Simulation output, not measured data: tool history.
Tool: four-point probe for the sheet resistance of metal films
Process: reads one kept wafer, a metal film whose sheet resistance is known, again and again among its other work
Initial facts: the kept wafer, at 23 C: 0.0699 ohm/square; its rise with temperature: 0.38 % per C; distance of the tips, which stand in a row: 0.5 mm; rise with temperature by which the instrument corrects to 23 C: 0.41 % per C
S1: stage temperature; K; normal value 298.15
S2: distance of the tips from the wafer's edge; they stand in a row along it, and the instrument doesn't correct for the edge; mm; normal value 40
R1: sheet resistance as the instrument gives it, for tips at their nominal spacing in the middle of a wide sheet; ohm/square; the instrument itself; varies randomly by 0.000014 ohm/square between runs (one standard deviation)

{"run": 1, "day": 0.0, "S1": 298.15, "S2": 40, "R1": 0.069679}
{"run": 2, "day": 0.529, "S1": 298.15, "S2": 40, "R1": 0.069691}
{"run": 3, "day": 1.138, "S1": 298.15, "S2": 40, "R1": 0.069672}
{"run": 4, "day": 1.8, "S1": 298.15, "S2": 40, "R1": 0.069683}
{"run": 5, "day": 2.65, "S1": 298.15, "S2": 40, "R1": 0.069684}
{"run": 6, "day": 3.588, "S1": 298.15, "S2": 40, "R1": 0.069681}
{"run": 7, "day": 4.088, "S1": 298.15, "S2": 40, "R1": 0.069655}
{"run": 8, "day": 5.125, "S1": 297.15, "S2": 40, "R1": 0.069658}
{"run": 9, "day": 5.938, "S1": 298.15, "S2": 40, "R1": 0.069656}
{"run": 10, "day": 6.592, "S1": 298.15, "S2": 40, "R1": 0.069645}
{"run": 11, "day": 7.371, "S1": 307.15, "S2": 40, "R1": 0.069505}
{"run": 12, "day": 8.15, "S1": 298.15, "S2": 17, "R1": 0.069657}
{"run": 13, "day": 8.638, "S1": 291.15, "S2": 5, "R1": 0.070155}
{"run": 14, "day": 9.575, "S1": 291.15, "S2": 5, "R1": 0.070117}
{"run": 15, "day": 10.321, "S1": 298.15, "S2": 6, "R1": 0.069882}
{"run": 16, "day": 11.175, "S1": 298.15, "S2": 5, "R1": 0.070018}
{"run": 17, "day": 11.983, "S1": 297.15, "S2": 5, "R1": 0.070024}
{"run": 18, "day": 12.646, "S1": 293.15, "S2": 45, "R1": 0.069697}

Forecast each of these 5 alternatives for the next run:
{"run": "A", "day": 13.171, "S1": 296.15, "S2": 56, "R1": "?"}
{"run": "B", "day": 13.171, "S1": 298.15, "S2": 9, "R1": "?"}
{"run": "C", "day": 13.171, "S1": 303.15, "S2": 25, "R1": "?"}
{"run": "D", "day": 13.171, "S1": 292.15, "S2": 23, "R1": "?"}
{"run": "E", "day": 13.171, "S1": 294.15, "S2": 59, "R1": "?"}

run=A R1=0.069637
run=B R1=0.069722
run=C R1=0.06954
run=D R1=0.069727
run=E R1=0.069675
With no hidden state in the tool, these same runs would have given:
run=A R1=0.069898
run=B R1=0.069983
run=C R1=0.069799
run=D R1=0.06999
run=E R1=0.069937
